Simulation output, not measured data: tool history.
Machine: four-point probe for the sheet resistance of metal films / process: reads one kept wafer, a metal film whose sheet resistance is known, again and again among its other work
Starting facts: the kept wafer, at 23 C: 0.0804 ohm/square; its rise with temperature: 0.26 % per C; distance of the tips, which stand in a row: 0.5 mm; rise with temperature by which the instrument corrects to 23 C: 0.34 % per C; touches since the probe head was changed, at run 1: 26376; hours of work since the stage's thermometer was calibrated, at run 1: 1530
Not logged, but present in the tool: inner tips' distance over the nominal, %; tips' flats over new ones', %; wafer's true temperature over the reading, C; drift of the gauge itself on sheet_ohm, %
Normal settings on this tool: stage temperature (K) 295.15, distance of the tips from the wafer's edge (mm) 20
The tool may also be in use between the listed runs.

run,hour,stage temperature (K),distance of the tips from the wafer's edge (mm),touches since the probe head was changed,hours of work since the stage's thermometer was calibrated,sheet resistance as the instrument gives it (ohm/square)
1,0,295.15,20,26376,1530,0.080524
2,39.1,295.15,20,27452,1553,0.080561
3,71.8,295.15,20,28352,1573,0.080531
4,122.4,295.15,20,29744,1603,0.080555
5,154.6,295.15,20,30630,1622,0.080568
# hour 186.6: stage's thermometer calibrated
6,189,303.15,20,31562,1,0.079959
7,215.6,295.15,20,32294,17,0.080515
8,255.1,296.15,20,33380,41,0.080477
9,282.3,296.15,23,34128,57,0.080445
10,304.1,292.15,15,34728,70,0.080786
11,339.8,292.15,15,35708,91,0.080763
12,384.7,293.15,11,36945,118,0.080758
13,407.8,293.15,11,37579,132,0.080776
14,435.5,306.15,20,38342,149,0.079837
15,456.9,299.15,15,38930,161,0.080309
16,483.4,299.15,15,39658,177,0.080309
17,520,304.15,20,40665,199,0.079953

Forecast each of these 5 alternatives for the next run:
A,571.1,307.15,20,42071,230,?
B,571.1,306.15,20,42071,230,?
C,571.1,295.15,9,42071,230,?
D,571.1,304.15,11,42071,230,?
E,571.1,294.15,29,42071,230,?

run,sheet resistance as the instrument gives it (ohm/square)
A,0.079784
B,0.079816
C,0.080687
D,0.080042
E,0.080651
Had the tool no hidden state, the same runs would have come out as:
run,sheet resistance as the instrument gives it (ohm/square)
A,0.079688
B,0.07972
C,0.08059
D,0.079946
E,0.080554
